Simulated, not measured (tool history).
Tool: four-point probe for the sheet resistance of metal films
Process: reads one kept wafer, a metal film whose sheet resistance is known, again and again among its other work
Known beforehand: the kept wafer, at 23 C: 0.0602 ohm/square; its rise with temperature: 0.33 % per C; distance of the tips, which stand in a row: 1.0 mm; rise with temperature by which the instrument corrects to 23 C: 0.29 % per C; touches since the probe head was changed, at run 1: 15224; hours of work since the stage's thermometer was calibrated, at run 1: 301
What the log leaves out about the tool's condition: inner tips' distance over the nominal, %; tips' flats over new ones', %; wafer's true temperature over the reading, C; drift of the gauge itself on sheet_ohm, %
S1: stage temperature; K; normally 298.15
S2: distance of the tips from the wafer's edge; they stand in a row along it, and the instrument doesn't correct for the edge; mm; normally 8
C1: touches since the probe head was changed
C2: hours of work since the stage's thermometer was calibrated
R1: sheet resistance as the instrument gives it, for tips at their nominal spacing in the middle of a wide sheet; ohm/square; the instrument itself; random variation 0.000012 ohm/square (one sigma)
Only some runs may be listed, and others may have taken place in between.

| run | day | S1 | S2 | C1 | C2 | R1 |
|---|---|---|---|---|---|---|
| 1 | 0 | 298.15 | 8 | 15224 | 301 | 0.060765 |
| 2 | 1.046 | 298.15 | 15 | 15558 | 317 | 0.060422 |
| 3 | 1.946 | 298.15 | 8 | 15844 | 330 | 0.060761 |
| 4 | 3.233 | 298.15 | 8 | 16255 | 350 | 0.060757 |
| 5 | 4.508 | 298.15 | 8 | 16662 | 369 | 0.060759 |
| 6 | 5.617 | 298.15 | 53 | 17015 | 385 | 0.06027 |
| 7 | 6.408 | 298.15 | 53 | 17269 | 397 | 0.060275 |
| 8 | 7.083 | 305.15 | 53 | 17484 | 408 | 0.06043 |
| 9 | 8.671 | 305.15 | 53 | 17989 | 431 | 0.060429 |
| 10 | 10.158 | 305.15 | 53 | 18464 | 454 | 0.060432 |
| 11 | 11.458 | 300.15 | 4 | 18879 | 473 | 0.062257 |
| 12 | 12.567 | 300.15 | 4 | 19232 | 490 | 0.062248 |
| 13 | 14.179 | 295.15 | 42 | 19747 | 514 | 0.060204 |
| 14 | 15.6 | 293.15 | 8 | 20200 | 536 | 0.060648 |
| 15 | 16.638 | 293.15 | 8 | 20532 | 551 | 0.06064 |
| 16 | 18.242 | 293.15 | 8 | 21043 | 576 | 0.060645 |
| 17 | 19.446 | 304.15 | 8 | 21427 | 594 | 0.060886 |
| 18 | 20.629 | 304.15 | 8 | 21804 | 611 | 0.060895 |
| 19 | 21.417 | 304.15 | 3 | 22055 | 623 | 0.063787 |

Each row is a separate what-if for the run after 19, all from the same tool condition, not one after another. Results?
| A | 22.592 | 302.15 | 3 | 22430 | 641 | ? |
| B | 22.592 | 299.15 | 14 | 22430 | 641 | ? |
| C | 22.592 | 298.15 | 8 | 22430 | 641 | ? |
| D | 22.592 | 306.15 | 3 | 22430 | 641 | ? |

| run | R1 |
|---|---|
| A | 0.063731 |
| B | 0.060454 |
| C | 0.060751 |
| D | 0.063845 |
Take away the tool's hidden state, keep each run's random variation, and the runs would have read:
| run | R1 |
|---|---|
| A | 0.063722 |
| B | 0.060446 |
| C | 0.060743 |
| D | 0.063837 |
